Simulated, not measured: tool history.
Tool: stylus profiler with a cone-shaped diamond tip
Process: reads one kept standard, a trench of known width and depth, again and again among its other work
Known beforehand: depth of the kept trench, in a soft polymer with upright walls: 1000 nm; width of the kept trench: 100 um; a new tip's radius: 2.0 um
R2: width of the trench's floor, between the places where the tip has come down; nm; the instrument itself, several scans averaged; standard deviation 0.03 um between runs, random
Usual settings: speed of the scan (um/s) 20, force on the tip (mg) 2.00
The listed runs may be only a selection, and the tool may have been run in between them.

run 1 hour=0.0 | speed_of_the_scan_(um/s)=20 force_on_the_tip_(mg)=2.00 | depth_of_the_trench_(nm)=1005.46 R2=96050
run 2 hour=50.3 | speed_of_the_scan_(um/s)=79 force_on_the_tip_(mg)=2.00 | depth_of_the_trench_(nm)=1005.88 R2=95920
run 3 hour=82.2 | speed_of_the_scan_(um/s)=79 force_on_the_tip_(mg)=2.00 | depth_of_the_trench_(nm)=1005.35 R2=95910
run 4 hour=130.8 | speed_of_the_scan_(um/s)=79 force_on_the_tip_(mg)=2.00 | depth_of_the_trench_(nm)=1005.30 R2=95780
run 5 hour=180.3 | speed_of_the_scan_(um/s)=20 force_on_the_tip_(mg)=2.00 | depth_of_the_trench_(nm)=1005.55 R2=95990
run 6 hour=205.1 | speed_of_the_scan_(um/s)=20 force_on_the_tip_(mg)=2.33 | depth_of_the_trench_(nm)=1006.20 R2=95940
run 7 hour=256.9 | speed_of_the_scan_(um/s)=20 force_on_the_tip_(mg)=2.33 | depth_of_the_trench_(nm)=1005.55 R2=95970
run 8 hour=296.6 | speed_of_the_scan_(um/s)=13 force_on_the_tip_(mg)=2.00 | depth_of_the_trench_(nm)=1004.81 R2=95910
run 9 hour=338.6 | speed_of_the_scan_(um/s)=13 force_on_the_tip_(mg)=2.00 | depth_of_the_trench_(nm)=1005.31 R2=95920
run 10 hour=388.2 | speed_of_the_scan_(um/s)=13 force_on_the_tip_(mg)=2.00 | depth_of_the_trench_(nm)=1004.59 R2=95910
run 11 hour=436.1 | speed_of_the_scan_(um/s)=13 force_on_the_tip_(mg)=3.51 | depth_of_the_trench_(nm)=1008.99 R2=95860
run 12 hour=459.2 | speed_of_the_scan_(um/s)=20 force_on_the_tip_(mg)=1.16 | depth_of_the_trench_(nm)=1001.76 R2=95750
run 13 hour=483.5 | speed_of_the_scan_(um/s)=11 force_on_the_tip_(mg)=2.29 | depth_of_the_trench_(nm)=1005.21 R2=95830
run 14 hour=505.9 | speed_of_the_scan_(um/s)=43 force_on_the_tip_(mg)=5.48 | depth_of_the_trench_(nm)=1012.81 R2=95740
run 15 hour=539.6 | speed_of_the_scan_(um/s)=69 force_on_the_tip_(mg)=5.48 | depth_of_the_trench_(nm)=1011.97 R2=95730
run 16 hour=591.3 | speed_of_the_scan_(um/s)=69 force_on_the_tip_(mg)=5.48 | depth_of_the_trench_(nm)=1012.20 R2=95730
run 17 hour=621.3 | speed_of_the_scan_(um/s)=20 force_on_the_tip_(mg)=1.44 | depth_of_the_trench_(nm)=1002.61 R2=95700
run 18 hour=661.6 | speed_of_the_scan_(um/s)=8 force_on_the_tip_(mg)=1.29 | depth_of_the_trench_(nm)=1001.72 R2=95710

For some of the steps in depth of the trench (nm) from one run to the next: how much would appear even if the tool had no hidden state, given the settings, what came in and random variation, and how much remains for the hidden state plus any gauge scatter that the measured result and the result without hidden state don't share?
What the log doesn't record here: radius of the tip, um; height scale over the true one, %; drift of the gauge itself on depth_nm, %; drift of the gauge itself on floor_um, %.
Run 1 -> 2: speed of the scan (um/s) 20 -> 79. depth of the trench (nm) +0.42: hidden state -0.17, all else +0.59.
Run 16 -> 17: speed of the scan (um/s) 69 -> 20, force on the tip (mg) 5.48 -> 1.44. depth of the trench (nm) -9.59: hidden state -0.05, all else -9.54.

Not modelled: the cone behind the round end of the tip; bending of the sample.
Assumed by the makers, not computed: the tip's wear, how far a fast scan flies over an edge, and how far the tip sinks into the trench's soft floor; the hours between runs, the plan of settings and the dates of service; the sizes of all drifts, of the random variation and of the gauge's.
